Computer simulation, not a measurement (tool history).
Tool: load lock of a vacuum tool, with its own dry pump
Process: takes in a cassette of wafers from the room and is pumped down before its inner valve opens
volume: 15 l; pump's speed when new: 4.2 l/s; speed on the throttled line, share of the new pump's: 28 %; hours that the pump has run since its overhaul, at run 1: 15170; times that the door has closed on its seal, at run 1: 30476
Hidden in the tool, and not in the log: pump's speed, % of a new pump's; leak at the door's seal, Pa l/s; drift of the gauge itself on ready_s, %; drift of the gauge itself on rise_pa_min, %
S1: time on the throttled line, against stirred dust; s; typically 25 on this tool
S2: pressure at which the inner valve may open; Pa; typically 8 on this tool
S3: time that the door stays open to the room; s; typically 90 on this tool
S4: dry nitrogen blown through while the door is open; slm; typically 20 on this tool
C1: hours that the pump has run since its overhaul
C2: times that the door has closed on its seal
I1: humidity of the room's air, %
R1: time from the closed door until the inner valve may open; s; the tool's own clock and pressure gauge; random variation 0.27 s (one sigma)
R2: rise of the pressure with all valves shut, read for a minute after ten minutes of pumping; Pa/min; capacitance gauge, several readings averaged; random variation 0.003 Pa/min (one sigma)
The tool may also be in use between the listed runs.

{"run": 1, "hour": 0.0, "S1": 25, "S2": 8, "S3": 90, "S4": 20, "C1": 15170, "C2": 30476, "I1": 42.8, "R1": 52.1, "R2": 0.037}
{"run": 2, "hour": 197.6, "S1": 25, "S2": 8, "S3": 90, "S4": 20, "C1": 15368, "C2": 31365, "I1": 43.5, "R1": 51.8, "R2": 0.04}
{"run": 3, "hour": 393.0, "S1": 25, "S2": 8, "S3": 90, "S4": 20, "C1": 15563, "C2": 32243, "I1": 45, "R1": 51.5, "R2": 0.044}
{"run": 4, "hour": 560.3, "S1": 25, "S2": 8, "S3": 90, "S4": 20, "C1": 15730, "C2": 32996, "I1": 44.5, "R1": 52.3, "R2": 0.034}
{"run": 5, "hour": 751.9, "S1": 25, "S2": 8, "S3": 90, "S4": 20, "C1": 15922, "C2": 33858, "I1": 43.2, "R1": 52.2, "R2": 0.043}
{"run": 6, "hour": 874.2, "S1": 25, "S2": 8, "S3": 90, "S4": 20, "C1": 16044, "C2": 34408, "I1": 42.3, "R1": 52.8, "R2": 0.042}
{"run": 7, "hour": 1061.3, "S1": 30, "S2": 8, "S3": 90, "S4": 20, "C1": 16231, "C2": 35250, "I1": 41.8, "R1": 55.5, "R2": 0.034}
{"run": 8, "hour": 1243.1, "S1": 30, "S2": 8, "S3": 90, "S4": 20, "C1": 16413, "C2": 36068, "I1": 48, "R1": 56.2, "R2": 0.041}
{"run": 9, "hour": 1458.9, "S1": 30, "S2": 8, "S3": 90, "S4": 20, "C1": 16629, "C2": 37038, "I1": 42.9, "R1": 56.3, "R2": 0.033}
{"run": 10, "hour": 1699.3, "S1": 30, "S2": 8, "S3": 90, "S4": 20, "C1": 16869, "C2": 38120, "I1": 48.7, "R1": 55.6, "R2": 0.045}
{"run": 11, "hour": 1808.1, "S1": 45, "S2": 8, "S3": 90, "S4": 20, "C1": 16978, "C2": 38609, "I1": 42.3, "R1": 66.9, "R2": 0.035}
{"run": 12, "hour": 2005.1, "S1": 45, "S2": 8, "S3": 90, "S4": 20, "C1": 17175, "C2": 39495, "I1": 46.3, "R1": 66.8, "R2": 0.044}
{"run": 13, "hour": 2186.5, "S1": 45, "S2": 8, "S3": 200, "S4": 15, "C1": 17356, "C2": 40311, "I1": 45.3, "R1": 66.8, "R2": 0.063}
{"run": 14, "hour": 2377.2, "S1": 21, "S2": 8, "S3": 156, "S4": 20, "C1": 17547, "C2": 41169, "I1": 44.5, "R1": 48.9, "R2": 0.049}
{"run": 15, "hour": 2507.3, "S1": 21, "S2": 8, "S3": 156, "S4": 20, "C1": 17677, "C2": 41754, "I1": 45.2, "R1": 49.2, "R2": 0.046}
{"hour": 2562.0, "done": "dry pump taken out, an overhauled one fitted"}
{"run": 16, "hour": 2709.0, "S1": 39, "S2": 8, "S3": 90, "S4": 10, "C1": 147, "C2": 42634, "I1": 48, "R1": 62.5, "R2": 0.058}
{"run": 17, "hour": 2900.3, "S1": 39, "S2": 8, "S3": 90, "S4": 10, "C1": 338, "C2": 43495, "I1": 44.8, "R1": 62.3, "R2": 0.047}
{"run": 18, "hour": 3130.4, "S1": 39, "S2": 8, "S3": 90, "S4": 10, "C1": 568, "C2": 44530, "I1": 46, "R1": 62.3, "R2": 0.055}
{"run": 19, "hour": 3333.0, "S1": 39, "S2": 8, "S3": 38, "S4": 6, "C1": 771, "C2": 45442, "I1": 47.6, "R1": 62.5, "R2": 0.045}
{"run": 20, "hour": 3467.3, "S1": 39, "S2": 8, "S3": 38, "S4": 6, "C1": 905, "C2": 46046, "I1": 43.7, "R1": 61.6, "R2": 0.042}
{"run": 21, "hour": 3708.4, "S1": 37, "S2": 8, "S3": 38, "S4": 4, "C1": 1146, "C2": 47130, "I1": 43.4, "R1": 61, "R2": 0.047}
{"run": 22, "hour": 3927.0, "S1": 32, "S2": 8, "S3": 90, "S4": 43, "C1": 1365, "C2": 48113, "I1": 45.9, "R1": 57, "R2": 0.038}
{"run": 23, "hour": 4128.5, "S1": 28, "S2": 7, "S3": 90, "S4": 25, "C1": 1567, "C2": 49020, "I1": 47, "R1": 54.8, "R2": 0.041}
{"run": 24, "hour": 4357.2, "S1": 39, "S2": 7, "S3": 31, "S4": 25, "C1": 1795, "C2": 50049, "I1": 42.8, "R1": 62.5, "R2": 0.024}

Predict each of these 3 candidate next runs independently; none follows another, all start after run 24:
{"run": "A", "hour": 4597.1, "S1": 16, "S2": 8, "S3": 90, "S4": 14, "C1": 2035, "C2": 51128, "I1": 45.8, "R1": "?", "R2": "?"}
{"run": "B", "hour": 4597.1, "S1": 39, "S2": 7, "S3": 77, "S4": 8, "C1": 2035, "C2": 51128, "I1": 44.8, "R1": "?", "R2": "?"}
{"run": "C", "hour": 4597.1, "S1": 17, "S2": 7, "S3": 31, "S4": 25, "C1": 2035, "C2": 51128, "I1": 44.3, "R1": "?", "R2": "?"}

run=A R1=45.5 R2=0.049
run=B R1=62.5 R2=0.05
run=C R1=47.3 R2=0.028
What these runs would have given with no unlogged condition in the tool:
run=A R1=45.5 R2=0.047
run=B R1=62.5 R2=0.049
run=C R1=47.3 R2=0.027
